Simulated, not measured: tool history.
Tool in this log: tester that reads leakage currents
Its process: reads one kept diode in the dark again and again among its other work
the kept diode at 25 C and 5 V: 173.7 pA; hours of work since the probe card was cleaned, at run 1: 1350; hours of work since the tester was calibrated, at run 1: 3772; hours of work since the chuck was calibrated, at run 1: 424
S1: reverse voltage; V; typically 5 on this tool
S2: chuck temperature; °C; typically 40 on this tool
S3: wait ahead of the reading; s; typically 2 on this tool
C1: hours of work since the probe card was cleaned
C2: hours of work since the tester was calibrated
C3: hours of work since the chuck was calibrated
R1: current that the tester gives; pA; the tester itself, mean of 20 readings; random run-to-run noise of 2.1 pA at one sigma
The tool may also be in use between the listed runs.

run    hour     S1  S2    S3    C1    C2   C3       R1
  1       0      5  40     2  1350  3772  424   675.57
  2   204.5      5  40     2  1496  3918  569   669.94
      287.1  -- chuck's temperature calibrated
      310.8  -- probe card cleaned and baked
  3     451      5  40     2   100  4090  115   698.39
  4   706.9   2.03  40     2   282  4272  297    482.5
  5     831    4.7  40     2   371  4360  385   664.29
  6  1090.8    4.7  40     2   556  4545  570   656.32
     1163.2  -- chuck's temperature calibrated
  7    1243    4.7  40     2   663  4652   57   686.31
  8  1483.3    4.7  40     2   834  4824  228    677.6
  9  1733.8      5  47     2  1012  5002  406  1243.12
 10  1875.6      5  47     2  1113  5103  507   1237.2
 11  2024.9      5  47     2  1220  5209  614  1216.54
     2042.4  -- chuck's temperature calibrated
 12  2300.8   8.79  45  1.08  1415  5404  184  1330.79
 13  2417.5   8.79  45  1.08  1498  5488  267  1319.43
       2532  -- probe card cleaned and baked
     2568.2  -- tester calibrated
 14  2613.7   9.34  54     2    57    32  403  2761.58
 15  2788.7   9.34  54     2   181   157  528  2746.55
     2927.7  -- chuck's temperature calibrated
 16  2958.2   9.34  41  0.88   301   276   22   989.53
 17  3101.5  13.34  28  0.63   403   378  124   354.39
 18  3234.5  13.34  28  0.85   498   473  219   350.91
 19  3361.6      5  40  1.62   588   564  309   690.91
 20  3576.7   1.99  23  1.62   741   717  462   100.07
     3810.8  -- chuck's temperature calibrated
 21    3849   3.23  40  0.64   934   909   27   603.11

Below are 3 alternative next runs, each starting from the tool's condition after run 21. Predict each:
  A  3985.8  7.22  40  0.61  1031  1007  125   ?
  B  3985.8  3.23  40  1.49  1031  1007  125   ?
  C  3985.8  3.23  40  3.81  1031  1007  125   ?

run      R1
  A  811.41
  B   589.2
  C  595.16
Had the tool no hidden state, the same runs would have come out as:
run      R1
  A  801.25
  B  584.55
  C  590.46

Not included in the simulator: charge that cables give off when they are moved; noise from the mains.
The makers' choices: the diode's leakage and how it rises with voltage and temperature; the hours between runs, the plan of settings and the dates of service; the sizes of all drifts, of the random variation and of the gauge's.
